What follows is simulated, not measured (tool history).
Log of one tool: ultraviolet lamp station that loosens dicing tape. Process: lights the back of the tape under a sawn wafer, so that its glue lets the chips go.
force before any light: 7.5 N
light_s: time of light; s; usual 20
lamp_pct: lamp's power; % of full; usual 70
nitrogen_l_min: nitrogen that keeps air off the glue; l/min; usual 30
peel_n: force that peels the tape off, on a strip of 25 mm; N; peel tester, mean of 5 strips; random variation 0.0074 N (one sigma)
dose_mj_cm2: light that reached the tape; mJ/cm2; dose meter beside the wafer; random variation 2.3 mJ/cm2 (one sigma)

| run | hour | light_s | lamp_pct | nitrogen_l_min | peel_n | dose_mj_cm2 |
|---|---|---|---|---|---|---|
| 1 | 0 | 20 | 70 | 30 | 0.402 | 191 |
| 2 | 16 | 13 | 70 | 30 | 0.958 | 126 |
| 3 | 33.2 | 20 | 70 | 30 | 0.397 | 193 |
| 4 | 52.3 | 20 | 70 | 30 | 0.419 | 184 |
| 5 | 64.6 | 20 | 70 | 30 | 0.416 | 183 |
| 6 | 88.4 | 20 | 70 | 30 | 0.433 | 185 |
| 7 | 105.2 | 39 | 70 | 30 | 0.178 | 359 |
| 8 | 129 | 39 | 70 | 30 | 0.181 | 354 |
| 9 | 149.3 | 31 | 70 | 30 | 0.222 | 278 |
| 10 | 162.3 | 31 | 70 | 30 | 0.209 | 279 |
| 11 | 177.4 | 31 | 70 | 30 | 0.225 | 275 |
| 12 | 201 | 20 | 70 | 30 | 0.475 | 176 |
| 13 | 213 | 20 | 70 | 30 | 0.474 | 176 |
| 14 | 238.5 | 20 | 70 | 30 | 0.471 | 175 |
| 15 | 250.1 | 20 | 70 | 30 | 0.474 | 173 |
| 16 | 265.3 | 20 | 70 | 30 | 0.51 | 174 |
| 17 | 289 | 20 | 70 | 30 | 0.514 | 168 |
| 18 | 311.8 | 20 | 70 | 30 | 0.529 | 162 |
| 19 | 335.8 | 20 | 70 | 30 | 0.535 | 165 |
| 20 | 362.8 | 20 | 70 | 30 | 0.539 | 163 |
| 21 | 386.9 | 20 | 70 | 30 | 0.564 | 163 |
| 22 | 409.4 | 20 | 70 | 30 | 0.579 | 162 |
| 23 | 426.3 | 20 | 70 | 30 | 0.565 | 159 |
| 24 | 438.5 | 20 | 70 | 30 | 0.564 | 158 |
|  | 440.4 | window cleaned of glue's vapour |
| 25 | 459.3 | 25 | 61 | 27 | 0.676 | 148 |
| 26 | 475.3 | 20 | 72 | 17 | 0.994 | 141 |
| 27 | 486.5 | 20 | 72 | 36 | 0.687 | 141 |
| 28 | 508.7 | 22 | 93 | 19 | 0.483 | 201 |
|  | 517.7 | window cleaned of glue's vapour, once more |
| 29 | 522.8 | 11 | 70 | 9 | 2.303 | 101 |
| 30 | 537.9 | 40 | 93 | 14 | 0.164 | 489 |
| 31 | 553.4 | 14 | 86 | 14 | 0.983 | 161 |
| 32 | 572.5 | 12 | 95 | 30 | 0.701 | 151 |
| 33 | 583.5 | 23 | 94 | 38 | 0.22 | 279 |
| 34 | 602.6 | 20 | 87 | 15 | 0.447 | 221 |
| 35 | 627.6 | 10 | 72 | 16 | 2.1 | 91 |
| 36 | 647.5 | 10 | 72 | 16 | 2.022 | 89 |
| 37 | 666.2 | 10 | 72 | 16 | 2.152 | 92 |
| 38 | 685.2 | 10 | 72 | 16 | 2.178 | 91 |
|  | 706.3 | lamp changed |
| 39 | 706.8 | 10 | 72 | 16 | 1.518 | 114 |
| 40 | 729 | 10 | 94 | 16 | 0.982 | 147 |
| 41 | 741.4 | 16 | 70 | 15 | 0.733 | 179 |
| 42 | 758.6 | 22 | 83 | 49 | 0.183 | 289 |
| 43 | 770.1 | 20 | 70 | 54 | 0.243 | 221 |

Forecast each of these 3 alternatives for the next run:
| A | 785.3 | 20 | 79 | 54 | ? | ? |
| B | 785.3 | 15 | 70 | 54 | ? | ? |
| C | 785.3 | 20 | 77 | 54 | ? | ? |

| run | peel_n | dose_mj_cm2 |
|---|---|---|
| A | 0.21 | 246 |
| B | 0.418 | 165 |
| C | 0.22 | 240 |
Without the tool's hidden state the same runs would have given:
| run | peel_n | dose_mj_cm2 |
|---|---|---|
| A | 0.196 | 266 |
| B | 0.361 | 178 |
| C | 0.205 | 259 |
